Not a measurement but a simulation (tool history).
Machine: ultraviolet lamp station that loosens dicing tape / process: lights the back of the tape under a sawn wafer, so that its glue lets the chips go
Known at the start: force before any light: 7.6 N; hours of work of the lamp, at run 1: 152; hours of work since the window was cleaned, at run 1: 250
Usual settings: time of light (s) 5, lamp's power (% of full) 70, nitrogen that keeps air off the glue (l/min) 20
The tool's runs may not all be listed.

| run | day | time of light (s) | lamp's power (% of full) | nitrogen that keeps air off the glue (l/min) | hours of work of the lamp | hours of work since the window was cleaned | force that peels the tape off (N) | light that reached the tape (mJ/cm2) |
|---|---|---|---|---|---|---|---|---|
| 1 | 0.000 | 5 | 70 | 20 | 152 | 250 | 1.323 | 293 |
| 2 | 0.538 | 5 | 70 | 20 | 161 | 259 | 1.359 | 292 |
| 3 | 1.008 | 5 | 70 | 17 | 168 | 266 | 1.491 | 285 |
| 4 | 1.579 | 5 | 70 | 17 | 178 | 276 | 1.472 | 289 |
| 5 | 1.879 | 5 | 70 | 17 | 183 | 281 | 1.509 | 280 |
|  | 1.929 | window cleaned of glue's vapour |
| 6 | 2.258 | 5 | 70 | 20 | 189 | 5 | 1.519 | 267 |
| 7 | 2.533 | 7 | 68 | 9 | 193 | 10 | 1.540 | 363 |
| 8 | 3.162 | 6 | 68 | 9 | 204 | 20 | 1.867 | 308 |
| 9 | 3.588 | 3 | 62 | 18 | 211 | 28 | 3.213 | 142 |

What does the tool deliver on the next run?
| 10 | 4.058 | 9 | 72 | 20 | 219 | 35 | ? | ? |

{"run 10": {"force that peels the tape off (N)": 0.513, "light that reached the tape (mJ/cm2)": 484}}
The same run, on a tool lacking any hidden state, would have yielded force that peels the tape off (N) 0.330, light that reached the tape (mJ/cm2) 616.
